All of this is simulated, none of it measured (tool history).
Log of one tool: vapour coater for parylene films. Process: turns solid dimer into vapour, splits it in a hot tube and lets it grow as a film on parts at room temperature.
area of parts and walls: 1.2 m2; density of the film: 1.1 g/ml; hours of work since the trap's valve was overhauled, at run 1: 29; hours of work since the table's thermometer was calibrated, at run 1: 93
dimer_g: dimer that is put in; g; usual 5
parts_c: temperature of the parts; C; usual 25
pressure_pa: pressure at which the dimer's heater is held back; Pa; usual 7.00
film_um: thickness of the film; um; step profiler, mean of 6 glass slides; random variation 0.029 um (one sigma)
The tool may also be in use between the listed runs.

run   hour  dimer_g  parts_c  pressure_pa  hours of work since the trap's valve was overhauled  hours of work since the table's thermometer was calibrated  film_um
  1    0.0        5       25         7.00                                                   29                                                          93     2.60
  2   11.1        5       25         7.00                                                   38                                                         102     2.56
  3   27.8        5       25         7.00                                                   51                                                         115     2.60
  4   39.7        5       25         7.00                                                   61                                                         125     2.51
  5   58.9        5       18         7.00                                                   76                                                         140     3.18
  6   74.2        5       18         7.00                                                   88                                                         152     3.10
  7   91.3        5       18         7.00                                                  102                                                         166     3.14
  8  115.3        7       25         7.00                                                  121                                                         185     3.42
  9  137.7        5       25         6.36                                                  139                                                         203     2.49
 10  158.9        5       25         7.00                                                  156                                                         220     2.48
 11  171.4        5       25         7.00                                                  166                                                         230     2.44
 12  195.3        5       25         7.00                                                  185                                                         249     2.47
 13  213.4        5       25         7.00                                                  199                                                         263     2.43
 14  225.1        5       25         7.00                                                  208                                                         273     2.39
 15  245.8        6       24         7.00                                                  225                                                         289     2.95
 16  263.8        6       24         7.00                                                  239                                                         303     2.98
 17  276.7        6       24         7.00                                                  249                                                         314     2.92
 18  293.9        3       18         4.36                                                  263                                                         327     1.96
 19  305.6        3       18         4.36                                                  272                                                         337     1.99
     328.7  -- trap's valve overhauled
 20  329.9        3       18         4.36                                                    1                                                         353     2.21
 21  348.7        3       18         4.36                                                   16                                                         368     2.14
 22  364.6        3       18         4.36                                                   29                                                         381     2.10
 23  386.9        3       18         4.36                                                   46                                                         398     2.15
 24  410.6        3       18         4.36                                                   65                                                         417     2.17
 25  423.4        9       32         4.36                                                   75                                                         427     4.08
 26  439.6        6       27         9.09                                                   88                                                         440     2.81
 27  455.9        6       27         9.09                                                  101                                                         453     2.72

Forecast each of these 5 alternatives for the next run:
  A  476.8        4       17         6.25                                                  118                                                         470        ?
  B  476.8        4       26         4.11                                                  118                                                         470        ?
  C  476.8        2       21         2.39                                                  118                                                         470        ?
  D  476.8        8       31         6.92                                                  118                                                         470        ?
  E  476.8        5       31         3.06                                                  118                                                         470        ?

run  film_um
  A     2.70
  B     2.19
  C     1.43
  D     3.47
  E     2.56
Without the tool's hidden state the same runs would have given:
run  film_um
  A     2.78
  B     2.25
  C     1.50
  D     3.57
  E     2.63
